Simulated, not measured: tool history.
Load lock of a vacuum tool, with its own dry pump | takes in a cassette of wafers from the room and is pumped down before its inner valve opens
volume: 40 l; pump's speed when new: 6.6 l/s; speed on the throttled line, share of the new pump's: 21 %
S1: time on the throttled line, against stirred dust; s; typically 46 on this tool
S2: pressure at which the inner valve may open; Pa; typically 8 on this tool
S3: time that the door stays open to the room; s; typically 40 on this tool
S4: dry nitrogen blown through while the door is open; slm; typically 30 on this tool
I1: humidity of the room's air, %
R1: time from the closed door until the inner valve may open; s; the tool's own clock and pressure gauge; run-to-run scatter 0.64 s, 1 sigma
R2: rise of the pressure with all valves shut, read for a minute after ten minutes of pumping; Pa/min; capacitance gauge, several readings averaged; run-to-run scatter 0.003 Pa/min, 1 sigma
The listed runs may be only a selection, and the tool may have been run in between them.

{"run": 1, "hour": 0.0, "S1": 46, "S2": 8, "S3": 40, "S4": 30, "I1": 42, "R1": 94.1, "R2": 0.014}
{"run": 2, "hour": 189.7, "S1": 46, "S2": 8, "S3": 40, "S4": 30, "I1": 42.6, "R1": 94.2, "R2": 0.022}
{"run": 3, "hour": 308.1, "S1": 46, "S2": 8, "S3": 40, "S4": 30, "I1": 47.5, "R1": 94.3, "R2": 0.016}
{"run": 4, "hour": 442.7, "S1": 46, "S2": 8, "S3": 40, "S4": 30, "I1": 43.3, "R1": 95, "R2": 0.016}
{"run": 5, "hour": 602.4, "S1": 46, "S2": 8, "S3": 40, "S4": 30, "I1": 45.2, "R1": 93.7, "R2": 0.013}
{"run": 6, "hour": 786.0, "S1": 46, "S2": 8, "S3": 40, "S4": 30, "I1": 47.3, "R1": 93.8, "R2": 0.022}
{"run": 7, "hour": 945.6, "S1": 46, "S2": 8, "S3": 40, "S4": 30, "I1": 46.4, "R1": 94.5, "R2": 0.017}
{"run": 8, "hour": 1113.2, "S1": 46, "S2": 8, "S3": 40, "S4": 30, "I1": 44.2, "R1": 93.1, "R2": 0.013}
{"run": 9, "hour": 1280.4, "S1": 46, "S2": 8, "S3": 40, "S4": 30, "I1": 43.6, "R1": 94.3, "R2": 0.014}
{"run": 10, "hour": 1478.9, "S1": 46, "S2": 8, "S3": 40, "S4": 30, "I1": 46.1, "R1": 94, "R2": 0.013}
{"run": 11, "hour": 1658.6, "S1": 31, "S2": 8, "S3": 40, "S4": 30, "I1": 45.6, "R1": 82, "R2": 0.016}
{"run": 12, "hour": 1758.1, "S1": 46, "S2": 8, "S3": 72, "S4": 30, "I1": 43.5, "R1": 95.1, "R2": 0.019}
{"run": 13, "hour": 1895.2, "S1": 46, "S2": 8, "S3": 72, "S4": 30, "I1": 43.7, "R1": 94.2, "R2": 0.015}
{"run": 14, "hour": 2103.2, "S1": 46, "S2": 8, "S3": 72, "S4": 30, "I1": 45.7, "R1": 93.1, "R2": 0.021}
{"run": 15, "hour": 2254.9, "S1": 46, "S2": 8, "S3": 72, "S4": 30, "I1": 44.8, "R1": 94, "R2": 0.013}
{"run": 16, "hour": 2475.4, "S1": 46, "S2": 8, "S3": 72, "S4": 30, "I1": 40.4, "R1": 95, "R2": 0.016}
{"run": 17, "hour": 2663.1, "S1": 43, "S2": 8, "S3": 40, "S4": 30, "I1": 46.2, "R1": 91.6, "R2": 0.012}
{"run": 18, "hour": 2826.0, "S1": 46, "S2": 8, "S3": 40, "S4": 30, "I1": 45.8, "R1": 94, "R2": 0.018}
{"run": 19, "hour": 3042.1, "S1": 59, "S2": 9, "S3": 174, "S4": 12, "I1": 46, "R1": 105.1, "R2": 0.057}
{"run": 20, "hour": 3255.5, "S1": 79, "S2": 11, "S3": 174, "S4": 12, "I1": 44.7, "R1": 119.1, "R2": 0.057}
{"run": 21, "hour": 3482.9, "S1": 26, "S2": 11, "S3": 42, "S4": 12, "I1": 45.1, "R1": 76.2, "R2": 0.025}
{"run": 22, "hour": 3710.9, "S1": 46, "S2": 8, "S3": 146, "S4": 30, "I1": 44.8, "R1": 93.7, "R2": 0.031}
{"run": 23, "hour": 3876.9, "S1": 26, "S2": 12, "S3": 65, "S4": 38, "I1": 45.1, "R1": 75.7, "R2": 0.013}
{"run": 24, "hour": 4049.7, "S1": 33, "S2": 8, "S3": 191, "S4": 7, "I1": 44.9, "R1": 84.1, "R2": 0.073}
{"run": 25, "hour": 4156.3, "S1": 60, "S2": 8, "S3": 191, "S4": 6, "I1": 46.5, "R1": 104.8, "R2": 0.08}
{"run": 26, "hour": 4349.0, "S1": 60, "S2": 8, "S3": 191, "S4": 6, "I1": 41.3, "R1": 105.2, "R2": 0.072}
{"run": 27, "hour": 4519.9, "S1": 46, "S2": 8, "S3": 40, "S4": 30, "I1": 42.3, "R1": 95.2, "R2": 0.014}
{"run": 28, "hour": 4685.2, "S1": 46, "S2": 8, "S3": 40, "S4": 30, "I1": 42.3, "R1": 94.9, "R2": 0.011}
{"run": 29, "hour": 4829.5, "S1": 46, "S2": 8, "S3": 63, "S4": 30, "I1": 42.2, "R1": 95.1, "R2": 0.009}
{"run": 30, "hour": 5000.7, "S1": 46, "S2": 8, "S3": 63, "S4": 29, "I1": 43.7, "R1": 93.9, "R2": 0.019}
{"run": 31, "hour": 5135.9, "S1": 46, "S2": 8, "S3": 69, "S4": 14, "I1": 46.2, "R1": 93.4, "R2": 0.024}
{"run": 32, "hour": 5289.6, "S1": 39, "S2": 11, "S3": 171, "S4": 14, "I1": 43.8, "R1": 86.8, "R2": 0.051}
{"run": 33, "hour": 5386.8, "S1": 39, "S2": 11, "S3": 171, "S4": 14, "I1": 44.1, "R1": 86, "R2": 0.039}
{"run": 34, "hour": 5523.3, "S1": 46, "S2": 11, "S3": 233, "S4": 30, "I1": 44.1, "R1": 91.4, "R2": 0.033}
{"run": 35, "hour": 5711.8, "S1": 46, "S2": 11, "S3": 233, "S4": 30, "I1": 44.3, "R1": 91.8, "R2": 0.035}
{"run": 36, "hour": 5903.4, "S1": 46, "S2": 11, "S3": 30, "S4": 26, "I1": 45, "R1": 92.5, "R2": 0.016}

Removed from this log: 1 entry logged between the listed runs. Between which two listed runs does each belong, and how does the tool's hidden state at the listed run before it compare with that at the listed run after it?
Run 25 -> run 26: door's seal changed, seat wiped (hour 4349)
  leak at the door's seal, Pa l/s: 0.0037 -> 0.002
  difference, measured minus the result without the unlogged condition, R2: +0.003 -> +0 Pa/min

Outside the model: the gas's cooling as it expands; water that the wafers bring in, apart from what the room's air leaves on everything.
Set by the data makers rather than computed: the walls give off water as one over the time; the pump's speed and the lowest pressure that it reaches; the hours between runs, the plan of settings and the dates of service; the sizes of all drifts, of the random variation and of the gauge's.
